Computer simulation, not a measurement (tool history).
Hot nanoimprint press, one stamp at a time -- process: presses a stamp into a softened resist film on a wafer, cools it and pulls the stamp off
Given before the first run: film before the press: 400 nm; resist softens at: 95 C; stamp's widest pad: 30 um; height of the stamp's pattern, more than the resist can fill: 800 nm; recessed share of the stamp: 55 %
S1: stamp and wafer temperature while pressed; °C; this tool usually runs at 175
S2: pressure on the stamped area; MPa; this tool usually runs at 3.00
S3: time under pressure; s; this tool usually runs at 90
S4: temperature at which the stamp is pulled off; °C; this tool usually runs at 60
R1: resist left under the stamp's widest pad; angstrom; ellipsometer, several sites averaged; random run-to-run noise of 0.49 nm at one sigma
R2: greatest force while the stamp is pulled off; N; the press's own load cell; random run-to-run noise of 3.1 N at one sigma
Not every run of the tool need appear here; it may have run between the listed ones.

run   hour   S1    S2   S3  S4    R1   R2
  1    0.0  175  3.00   90  60  1886  176
  2    5.6  169  3.00   90  60  2321  179
  3   13.4  175  3.00   48  60  2299  177
  4   18.0  175  1.92   90  60  2377  172
  5   26.0  175  3.59   90  60  1712  180
  6   32.9  175  3.00   90  65  1896  155
  7   38.8  175  3.00   90  65  1910  165
  8   48.1  175  3.00   90  65  1907  155
  9   52.4  171  3.00   90  65  2184  159
 10   61.9  171  3.00   90  65  2181  155
 11   68.7  171  3.00   90  65  2174  165
 12   72.7  171  3.00   90  65  2179  163
 13   80.5  171  2.62   90  65  2334  162
 14   85.7  165  3.00   90  60  2656  194
 15   92.7  165  3.00   90  60  2655  185
 16   97.2  163  1.97  115  49  3102  245
 17  102.5  182  3.00   90  60  1515  195
 18  107.9  164  3.00   90  45  2740  273
 19  114.0  164  3.00   90  45  2741  263
 20  120.5  170  3.00   90  63  2274  181
 21  130.0  182  3.41   93  49  1384  252
 22  139.4  172  3.83   68  60  2040  202
 23  146.1  172  3.83   68  60  2041  197
 24  154.5  175  3.89   57  51  1927  247
 25  163.3  170  3.89   57  51  2288  251
 26  170.4  170  3.89   57  51  2294  252
 27  175.6  175  1.87   90  64  2446  182
 28  185.1  175  1.87   54  47  2778  275
 29  191.5  177  3.76   67  53  1747  245
     199.4  -- stamp cleaned and given a new release coat
 30  204.3  175  1.89   75  51  2551  191

3 ways to go on from here, each from the tool as it stands after run 30. What would each give?
  A  212.7  180  3.00  105  60   ?   ?
  B  212.7  168  1.89  107  49   ?   ?
  C  212.7  175  1.89  125  50   ?   ?

run    R1   R2
  A  1544  152
  B  2846  202
  C  2233  191
Had the tool no hidden state, the same runs would have come out as:
run    R1   R2
  A  1503  147
  B  2787  197
  C  2179  186

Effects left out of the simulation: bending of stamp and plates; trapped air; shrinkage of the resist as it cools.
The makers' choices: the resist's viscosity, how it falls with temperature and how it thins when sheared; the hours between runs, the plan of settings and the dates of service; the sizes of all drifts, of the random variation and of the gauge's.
